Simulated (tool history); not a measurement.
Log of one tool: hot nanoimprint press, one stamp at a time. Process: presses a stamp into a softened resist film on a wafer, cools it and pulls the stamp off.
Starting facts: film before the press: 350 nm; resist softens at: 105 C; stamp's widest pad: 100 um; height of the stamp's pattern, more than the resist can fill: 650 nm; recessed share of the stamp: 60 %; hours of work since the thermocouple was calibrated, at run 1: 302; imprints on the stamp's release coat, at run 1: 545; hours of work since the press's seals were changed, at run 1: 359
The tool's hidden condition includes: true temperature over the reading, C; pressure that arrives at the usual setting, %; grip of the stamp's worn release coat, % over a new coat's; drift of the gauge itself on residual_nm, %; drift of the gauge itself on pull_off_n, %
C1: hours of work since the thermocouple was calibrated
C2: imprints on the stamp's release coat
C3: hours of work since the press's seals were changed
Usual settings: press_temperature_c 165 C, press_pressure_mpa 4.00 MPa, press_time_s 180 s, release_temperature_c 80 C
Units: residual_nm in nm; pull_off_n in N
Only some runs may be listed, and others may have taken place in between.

run 1 hour=0.0 | press_temperature_c=165 press_pressure_mpa=4.00 press_time_s=180 release_temperature_c=80 | C1=302 C2=545 C3=359 | residual_nm=135.2 pull_off_n=192
-- hour=4.1 plate thermocouple calibrated
run 2 hour=12.8 | press_temperature_c=165 press_pressure_mpa=4.00 press_time_s=180 release_temperature_c=65 | C1=5 C2=582 C3=365 | residual_nm=135.8 pull_off_n=275
run 3 hour=29.4 | press_temperature_c=165 press_pressure_mpa=4.00 press_time_s=180 release_temperature_c=65 | C1=15 C2=644 C3=375 | residual_nm=135.7 pull_off_n=279
run 4 hour=42.2 | press_temperature_c=165 press_pressure_mpa=4.00 press_time_s=180 release_temperature_c=65 | C1=22 C2=693 C3=382 | residual_nm=136.5 pull_off_n=276
run 5 hour=55.8 | press_temperature_c=165 press_pressure_mpa=4.00 press_time_s=251 release_temperature_c=80 | C1=30 C2=744 C3=390 | residual_nm=121.6 pull_off_n=199
run 6 hour=72.1 | press_temperature_c=168 press_pressure_mpa=4.00 press_time_s=180 release_temperature_c=80 | C1=39 C2=805 C3=399 | residual_nm=118.1 pull_off_n=208
-- hour=81.5 plate thermocouple calibrated, once more
-- hour=93.8 stamp cleaned and given a new release coat
run 7 hour=97.8 | press_temperature_c=168 press_pressure_mpa=4.00 press_time_s=180 release_temperature_c=76 | C1=6 C2=16 C3=409 | residual_nm=112.8 pull_off_n=179
run 8 hour=118.8 | press_temperature_c=168 press_pressure_mpa=4.00 press_time_s=180 release_temperature_c=76 | C1=18 C2=94 C3=421 | residual_nm=111.1 pull_off_n=178
run 9 hour=131.9 | press_temperature_c=165 press_pressure_mpa=4.00 press_time_s=180 release_temperature_c=80 | C1=26 C2=143 C3=429 | residual_nm=131.3 pull_off_n=172
run 10 hour=151.6 | press_temperature_c=165 press_pressure_mpa=4.00 press_time_s=180 release_temperature_c=80 | C1=37 C2=217 C3=440 | residual_nm=133.5 pull_off_n=173
run 11 hour=166.2 | press_temperature_c=165 press_pressure_mpa=4.00 press_time_s=180 release_temperature_c=80 | C1=46 C2=272 C3=449 | residual_nm=131.8 pull_off_n=182
run 12 hour=176.1 | press_temperature_c=166 press_pressure_mpa=4.00 press_time_s=180 release_temperature_c=80 | C1=51 C2=309 C3=454 | residual_nm=125.8 pull_off_n=179
run 13 hour=191.5 | press_temperature_c=165 press_pressure_mpa=4.00 press_time_s=180 release_temperature_c=79 | C1=60 C2=367 C3=463 | residual_nm=133.1 pull_off_n=185
run 14 hour=202.6 | press_temperature_c=165 press_pressure_mpa=4.00 press_time_s=180 release_temperature_c=79 | C1=67 C2=408 C3=470 | residual_nm=131.8 pull_off_n=194
run 15 hour=212.1 | press_temperature_c=165 press_pressure_mpa=4.00 press_time_s=180 release_temperature_c=79 | C1=72 C2=444 C3=475 | residual_nm=132.4 pull_off_n=187
run 16 hour=234.2 | press_temperature_c=165 press_pressure_mpa=4.00 press_time_s=180 release_temperature_c=79 | C1=85 C2=527 C3=488 | residual_nm=132.7 pull_off_n=199
run 17 hour=245.1 | press_temperature_c=165 press_pressure_mpa=4.00 press_time_s=180 release_temperature_c=79 | C1=91 C2=568 C3=494 | residual_nm=131.2 pull_off_n=196
run 18 hour=260.7 | press_temperature_c=165 press_pressure_mpa=4.00 press_time_s=180 release_temperature_c=79 | C1=100 C2=626 C3=503 | residual_nm=134.1 pull_off_n=202
run 19 hour=278.2 | press_temperature_c=165 press_pressure_mpa=3.80 press_time_s=209 release_temperature_c=83 | C1=110 C2=692 C3=513 | residual_nm=129.5 pull_off_n=188
run 20 hour=294.3 | press_temperature_c=165 press_pressure_mpa=3.90 press_time_s=209 release_temperature_c=84 | C1=120 C2=752 C3=523 | residual_nm=127.2 pull_off_n=183
run 21 hour=315.2 | press_temperature_c=165 press_pressure_mpa=3.90 press_time_s=209 release_temperature_c=84 | C1=132 C2=831 C3=535 | residual_nm=127.9 pull_off_n=184
-- hour=326.8 stamp cleaned and given a new release coat
run 22 hour=336.8 | press_temperature_c=176 press_pressure_mpa=2.44 press_time_s=106 release_temperature_c=74 | C1=141 C2=37 C3=544 | residual_nm=119.3 pull_off_n=185
run 23 hour=348.2 | press_temperature_c=163 press_pressure_mpa=2.88 press_time_s=230 release_temperature_c=88 | C1=148 C2=80 C3=550 | residual_nm=161.7 pull_off_n=134
run 24 hour=368.7 | press_temperature_c=156 press_pressure_mpa=4.00 press_time_s=289 release_temperature_c=80 | C1=159 C2=157 C3=562 | residual_nm=188.4 pull_off_n=169
run 25 hour=378.1 | press_temperature_c=156 press_pressure_mpa=3.13 press_time_s=180 release_temperature_c=75 | C1=165 C2=192 C3=568 | residual_nm=239.4 pull_off_n=196
run 26 hour=396.8 | press_temperature_c=155 press_pressure_mpa=5.08 press_time_s=100 release_temperature_c=75 | C1=176 C2=263 C3=579 | residual_nm=242.9 pull_off_n=200
run 27 hour=416.8 | press_temperature_c=155 press_pressure_mpa=5.08 press_time_s=100 release_temperature_c=75 | C1=187 C2=338 C3=590 | residual_nm=247.4 pull_off_n=208
run 28 hour=427.8 | press_temperature_c=153 press_pressure_mpa=3.36 press_time_s=132 release_temperature_c=79 | C1=194 C2=379 C3=597 | residual_nm=281.6 pull_off_n=179
run 29 hour=450.2 | press_temperature_c=153 press_pressure_mpa=3.36 press_time_s=132 release_temperature_c=79 | C1=207 C2=463 C3=609 | residual_nm=283.7 pull_off_n=197

Branching from run 29: 5 alternative next runs. What would each branch give?
run A hour=460.4 | press_temperature_c=171 press_pressure_mpa=4.00 press_time_s=180 release_temperature_c=80 | C1=212 C2=501 C3=615 | residual_nm=? pull_off_n=?
run B hour=460.4 | press_temperature_c=159 press_pressure_mpa=3.83 press_time_s=158 release_temperature_c=79 | C1=212 C2=501 C3=615 | residual_nm=? pull_off_n=?
run C hour=460.4 | press_temperature_c=158 press_pressure_mpa=3.36 press_time_s=121 release_temperature_c=69 | C1=212 C2=501 C3=615 | residual_nm=? pull_off_n=?
run D hour=460.4 | press_temperature_c=165 press_pressure_mpa=4.00 press_time_s=175 release_temperature_c=80 | C1=212 C2=501 C3=615 | residual_nm=? pull_off_n=?
run E hour=460.4 | press_temperature_c=163 press_pressure_mpa=5.15 press_time_s=132 release_temperature_c=81 | C1=212 C2=501 C3=615 | residual_nm=? pull_off_n=?

run=A residual_nm=97.3 pull_off_n=187
run=B residual_nm=200.1 pull_off_n=195
run=C residual_nm=238.5 pull_off_n=244
run=D residual_nm=136.4 pull_off_n=191
run=E residual_nm=147.5 pull_off_n=182
The same runs, with their run-to-run variation unchanged, on a tool lacking any hidden condition would have given:
run=A residual_nm=94.3 pull_off_n=157
run=B residual_nm=194.8 pull_off_n=165
run=C residual_nm=233.4 pull_off_n=206
run=D residual_nm=132.1 pull_off_n=161
run=E residual_nm=142.4 pull_off_n=153
